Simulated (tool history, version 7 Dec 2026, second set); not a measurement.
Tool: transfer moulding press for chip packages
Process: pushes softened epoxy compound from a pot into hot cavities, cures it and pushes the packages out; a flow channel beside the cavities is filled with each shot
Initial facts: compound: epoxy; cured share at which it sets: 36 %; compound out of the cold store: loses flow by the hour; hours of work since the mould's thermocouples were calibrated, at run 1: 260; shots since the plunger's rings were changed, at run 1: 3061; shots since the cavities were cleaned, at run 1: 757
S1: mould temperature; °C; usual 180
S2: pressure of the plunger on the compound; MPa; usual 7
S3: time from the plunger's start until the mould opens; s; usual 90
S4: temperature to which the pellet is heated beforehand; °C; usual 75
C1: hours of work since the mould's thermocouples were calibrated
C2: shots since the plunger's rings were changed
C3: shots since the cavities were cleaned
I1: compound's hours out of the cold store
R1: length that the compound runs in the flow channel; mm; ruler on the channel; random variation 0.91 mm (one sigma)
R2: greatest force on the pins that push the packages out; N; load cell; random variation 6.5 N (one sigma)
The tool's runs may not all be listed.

run 1 day=0 | S1=180 S2=7 S3=90 S4=75 | C1=260 C2=3061 C3=757 | I1=46.4 | R1=666 R2=481
run 2 day=0.638 | S1=180 S2=7 S3=79 S4=75 | C1=267 C2=3180 C3=876 | I1=9.4 | R1=760.9 R2=679
run 3 day=1.279 | S1=181 S2=7 S3=90 S4=75 | C1=274 C2=3300 C3=996 | I1=32.7 | R1=694.9 R2=477
run 4 day=1.688 | S1=180 S2=7 S3=90 S4=81 | C1=278 C2=3376 C3=1072 | I1=28.8 | R1=706.1 R2=513
-- day=1.808 cavities cleaned with cleaning compound and waxed
run 5 day=2.317 | S1=180 S2=7 S3=90 S4=75 | C1=284 C2=3482 C3=95 | I1=26.4 | R1=713.3 R2=314
-- day=2.746 plunger's sealing rings changed
run 6 day=2.9 | S1=180 S2=7 S3=90 S4=75 | C1=289 C2=29 C3=185 | I1=44.8 | R1=685.9 R2=330
run 7 day=3.321 | S1=180 S2=7 S3=75 S4=75 | C1=294 C2=107 C3=263 | I1=35.7 | R1=706.5 R2=513
run 8 day=3.721 | S1=180 S2=7 S3=75 S4=75 | C1=298 C2=182 C3=338 | I1=28.5 | R1=723.9 R2=552
run 9 day=4.138 | S1=180 S2=7 S3=90 S4=75 | C1=302 C2=259 C3=415 | I1=34.3 | R1=711.2 R2=403
run 10 day=4.683 | S1=180 S2=7 S3=90 S4=67 | C1=308 C2=361 C3=517 | I1=11.7 | R1=769.2 R2=464
run 11 day=5.138 | S1=180 S2=7 S3=90 S4=67 | C1=313 C2=446 C3=602 | I1=9.8 | R1=774.2 R2=487
run 12 day=5.662 | S1=180 S2=7 S3=90 S4=67 | C1=318 C2=544 C3=700 | I1=9.5 | R1=774.3 R2=477
-- day=5.925 mould's thermocouples calibrated
run 13 day=6.45 | S1=180 S2=7 S3=90 S4=67 | C1=6 C2=676 C3=832 | I1=36.6 | R1=702.7 R2=508
run 14 day=6.938 | S1=180 S2=7 S3=75 S4=75 | C1=11 C2=767 C3=923 | I1=45.1 | R1=681.7 R2=704
run 15 day=7.312 | S1=180 S2=7 S3=75 S4=75 | C1=15 C2=836 C3=992 | I1=12.4 | R1=765.4 R2=758

Run 16 is up next; what results do you expect?
-- day=7.808 cavities cleaned with cleaning compound and waxed
run 16 day=7.808 | S1=180 S2=7 S3=75 S4=75 | C1=19 C2=918 C3=0 | I1=29.4 | R1=? R2=?

R1: 718.6 mm
R2: 390 N
The same run, on a tool lacking any hidden state, would have yielded R1 725.5 mm, R2 377 N.
